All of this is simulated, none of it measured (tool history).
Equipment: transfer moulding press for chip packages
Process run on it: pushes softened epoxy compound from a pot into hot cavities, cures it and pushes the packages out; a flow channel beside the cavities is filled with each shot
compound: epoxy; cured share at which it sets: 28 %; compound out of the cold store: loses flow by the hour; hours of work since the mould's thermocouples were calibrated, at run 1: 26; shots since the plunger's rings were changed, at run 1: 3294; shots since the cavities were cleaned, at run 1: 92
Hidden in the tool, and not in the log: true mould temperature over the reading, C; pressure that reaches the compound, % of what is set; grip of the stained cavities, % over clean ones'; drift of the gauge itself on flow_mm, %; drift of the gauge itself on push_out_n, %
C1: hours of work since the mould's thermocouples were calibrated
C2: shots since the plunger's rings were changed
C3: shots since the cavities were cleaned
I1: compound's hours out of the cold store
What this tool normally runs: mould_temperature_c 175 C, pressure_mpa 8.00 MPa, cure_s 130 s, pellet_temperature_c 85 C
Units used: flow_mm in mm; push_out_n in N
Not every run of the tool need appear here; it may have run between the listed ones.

{"run": 1, "hour": 0.0, "mould_temperature_c": 175, "pressure_mpa": 8.0, "cure_s": 130, "pellet_temperature_c": 85, "C1": 26, "C2": 3294, "C3": 92, "I1": 22.8, "flow_mm": 866, "push_out_n": 381}
{"run": 2, "hour": 3.9, "mould_temperature_c": 175, "pressure_mpa": 8.0, "cure_s": 130, "pellet_temperature_c": 85, "C1": 29, "C2": 3336, "C3": 134, "I1": 16.4, "flow_mm": 908, "push_out_n": 396}
{"run": 3, "hour": 13.0, "mould_temperature_c": 175, "pressure_mpa": 8.0, "cure_s": 130, "pellet_temperature_c": 80, "C1": 36, "C2": 3432, "C3": 230, "I1": 23.2, "flow_mm": 865, "push_out_n": 443}
{"run": 4, "hour": 17.1, "mould_temperature_c": 175, "pressure_mpa": 6.07, "cure_s": 130, "pellet_temperature_c": 85, "C1": 40, "C2": 3476, "C3": 274, "I1": 20.7, "flow_mm": 764, "push_out_n": 466}
{"run": 5, "hour": 25.5, "mould_temperature_c": 176, "pressure_mpa": 8.0, "cure_s": 130, "pellet_temperature_c": 85, "C1": 46, "C2": 3565, "C3": 363, "I1": 30.2, "flow_mm": 815, "push_out_n": 471}
{"run": 6, "hour": 29.6, "mould_temperature_c": 176, "pressure_mpa": 8.0, "cure_s": 130, "pellet_temperature_c": 85, "C1": 49, "C2": 3609, "C3": 407, "I1": 44.2, "flow_mm": 742, "push_out_n": 495}
{"run": 7, "hour": 36.3, "mould_temperature_c": 170, "pressure_mpa": 8.0, "cure_s": 130, "pellet_temperature_c": 85, "C1": 54, "C2": 3680, "C3": 478, "I1": 34.0, "flow_mm": 814, "push_out_n": 657}
{"hour": 44.3, "done": "cavities cleaned with cleaning compound and waxed"}
{"run": 8, "hour": 46.3, "mould_temperature_c": 170, "pressure_mpa": 8.0, "cure_s": 130, "pellet_temperature_c": 85, "C1": 61, "C2": 3771, "C3": 21, "I1": 43.2, "flow_mm": 772, "push_out_n": 419}
{"run": 9, "hour": 55.3, "mould_temperature_c": 170, "pressure_mpa": 8.0, "cure_s": 130, "pellet_temperature_c": 85, "C1": 68, "C2": 3867, "C3": 117, "I1": 44.3, "flow_mm": 756, "push_out_n": 497}
{"run": 10, "hour": 61.1, "mould_temperature_c": 170, "pressure_mpa": 8.0, "cure_s": 130, "pellet_temperature_c": 85, "C1": 72, "C2": 3928, "C3": 178, "I1": 39.8, "flow_mm": 786, "push_out_n": 545}
{"run": 11, "hour": 65.3, "mould_temperature_c": 175, "pressure_mpa": 8.0, "cure_s": 130, "pellet_temperature_c": 88, "C1": 76, "C2": 3973, "C3": 223, "I1": 15.3, "flow_mm": 905, "push_out_n": 454}
{"run": 12, "hour": 69.9, "mould_temperature_c": 175, "pressure_mpa": 8.0, "cure_s": 136, "pellet_temperature_c": 85, "C1": 79, "C2": 4022, "C3": 272, "I1": 30.7, "flow_mm": 808, "push_out_n": 448}
{"run": 13, "hour": 75.9, "mould_temperature_c": 175, "pressure_mpa": 8.0, "cure_s": 136, "pellet_temperature_c": 85, "C1": 84, "C2": 4086, "C3": 336, "I1": 9.8, "flow_mm": 940, "push_out_n": 470}
{"run": 14, "hour": 82.3, "mould_temperature_c": 175, "pressure_mpa": 8.0, "cure_s": 136, "pellet_temperature_c": 85, "C1": 89, "C2": 4154, "C3": 404, "I1": 16.3, "flow_mm": 899, "push_out_n": 509}
{"hour": 86.7, "done": "plunger's sealing rings changed"}
{"run": 15, "hour": 89.8, "mould_temperature_c": 168, "pressure_mpa": 8.0, "cure_s": 152, "pellet_temperature_c": 94, "C1": 93, "C2": 33, "C3": 457, "I1": 31.9, "flow_mm": 878, "push_out_n": 569}
{"run": 16, "hour": 96.5, "mould_temperature_c": 175, "pressure_mpa": 8.0, "cure_s": 130, "pellet_temperature_c": 90, "C1": 98, "C2": 105, "C3": 529, "I1": 44.2, "flow_mm": 778, "push_out_n": 501}
{"hour": 99.8, "done": "cavities cleaned with cleaning compound and waxed"}
{"run": 17, "hour": 107.2, "mould_temperature_c": 175, "pressure_mpa": 8.0, "cure_s": 130, "pellet_temperature_c": 78, "C1": 105, "C2": 203, "C3": 79, "I1": 47.2, "flow_mm": 762, "push_out_n": 368}
{"hour": 109.6, "done": "mould's thermocouples calibrated"}
{"run": 18, "hour": 117.7, "mould_temperature_c": 175, "pressure_mpa": 8.0, "cure_s": 130, "pellet_temperature_c": 78, "C1": 6, "C2": 293, "C3": 169, "I1": 25.5, "flow_mm": 886, "push_out_n": 416}
{"run": 19, "hour": 124.6, "mould_temperature_c": 169, "pressure_mpa": 6.77, "cure_s": 163, "pellet_temperature_c": 79, "C1": 12, "C2": 367, "C3": 243, "I1": 12.3, "flow_mm": 910, "push_out_n": 455}
{"run": 20, "hour": 128.8, "mould_temperature_c": 177, "pressure_mpa": 6.77, "cure_s": 163, "pellet_temperature_c": 89, "C1": 15, "C2": 411, "C3": 287, "I1": 31.7, "flow_mm": 764, "push_out_n": 419}

Run 21 is up next; what results do you expect?
{"hour": 133.3, "done": "mould's thermocouples calibrated, once more"}
{"run": 21, "hour": 139.4, "mould_temperature_c": 177, "pressure_mpa": 6.77, "cure_s": 163, "pellet_temperature_c": 89, "C1": 5, "C2": 503, "C3": 379, "I1": 10.6, "flow_mm": "?", "push_out_n": "?"}

{"run 21": {"flow_mm": 889, "push_out_n": 433}}
On a tool with no hidden condition, and with the same random variation, this run would have come out at flow_mm 899 mm, push_out_n 280 N.
